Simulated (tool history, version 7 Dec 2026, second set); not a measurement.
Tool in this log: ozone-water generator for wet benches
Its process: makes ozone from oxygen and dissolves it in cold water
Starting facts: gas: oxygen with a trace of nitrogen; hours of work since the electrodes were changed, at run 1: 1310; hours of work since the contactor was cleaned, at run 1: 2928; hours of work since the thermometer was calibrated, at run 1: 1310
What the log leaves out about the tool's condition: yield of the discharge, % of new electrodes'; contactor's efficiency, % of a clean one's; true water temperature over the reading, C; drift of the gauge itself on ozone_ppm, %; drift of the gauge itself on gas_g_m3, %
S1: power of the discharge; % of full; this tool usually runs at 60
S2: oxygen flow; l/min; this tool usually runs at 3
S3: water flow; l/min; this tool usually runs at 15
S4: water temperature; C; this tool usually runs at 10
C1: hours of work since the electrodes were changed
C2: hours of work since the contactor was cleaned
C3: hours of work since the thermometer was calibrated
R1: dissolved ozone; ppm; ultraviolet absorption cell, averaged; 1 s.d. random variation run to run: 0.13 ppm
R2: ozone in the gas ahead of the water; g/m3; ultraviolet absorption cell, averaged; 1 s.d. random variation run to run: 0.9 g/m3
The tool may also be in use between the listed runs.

run     day  S1    S2  S3  S4    C1    C2    C3    R1     R2
  1       0  60     3  15  10  1310  2928  1310  11.3  141.6
  2   3.621  60     3  15  10  1381  2999  1381  11.5  142.7
  3   7.262  60     3  15  10  1453  3071  1453  11.4  141.3
  4   9.317  60     3  15  10  1494  3112  1494  11.2  141.5
  5  11.271  60  4.83  15  10  1532  3150  1532  11.4  103.8
  6  13.962  60  2.88  15  10  1585  3204  1585  11.1  144.1
  7  16.933  60     3  15  10  1644  3262  1644  11.3  139.6
  8  20.733  60     3  15  10  1719  3337  1719  11.2  140.4
  9  22.629  60     3  15  10  1757  3375  1757  11.1  139.4
 10  27.058  60     3  15  10  1844  3462  1844  11.1  139.6
 11  30.062  60     3  15  10  1903  3522  1903  10.9  137.8
 12  32.596  60     3  15  10  1953  3572  1953  11.2  138.7
 13  36.221  60  5.04  15  10  2025  3643  2025  10.8   99.7
 14  38.888  60   3.4  15  10  2078  3696  2078    11  126.9
 15  41.296  60   3.4  15  10  2125  3744  2125  11.1  126.9
 16  45.146  60   3.4  15  10  2201  3820  2201  10.9  126.4
 17  47.967  60   3.4  15  10  2257  3875  2257  10.8  125.7
 18  51.396  58  1.96  18   6  2325  3943  2325   8.2    172
 19  55.871  58  1.96  18   6  2413  4031  2413   8.2  173.7
 20  59.004  60     3  13  11  2475  4093  2475  12.2  136.1
 21   63.05  56  2.97  13  11  2555  4173  2555  11.3  128.4
 22  65.542  60   1.9   9   5  2604  4222  2604  19.2  179.7
 23  67.746  60  1.72  15  10  2648  4266  2648   9.9  189.9
 24  69.921  60   1.6  20   6  2691  4309  2691   6.5  196.6
 25  73.304  66  2.28  16  12  2758  4376  2758   9.8    171
 26  75.588  83  4.79  16  13  2803  4421  2803    12  129.4
 27  77.621  51  4.21  24   5  2843  4461  2843   5.4   94.4
 28  81.508  88  2.48  10  11  2920  4538  2920  21.8  202.8
 29  84.383  88  2.48  10  11  2976  4595  2976  21.3  201.9
 30  86.275  88  2.48  10  11  3014  4632  3014  21.3  201.9
     88.733  -- contactor cleaned
 31  88.733  88  3.15  19  11  3059     0  3059  11.7  172.7
 32   92.25  88  3.15  19  11  3129    69  3129  11.7  171.7

Describe how what the log doesn't record of the tool's condition differs between the last listed run preceding each entry between runs and the first listed run following it.
After run 30, before run 31: contactor cleaned (day 88.733)
  yield of the discharge, % of new electrodes': 86.7 -> 86.5; contactor's efficiency, % of a clean one's: 81.4 -> 99.3
  the result without the hidden state subtracted from the measured one, R1: -6.7 -> -2.4 ppm; R2: -37.6 -> -32.8 g/m3
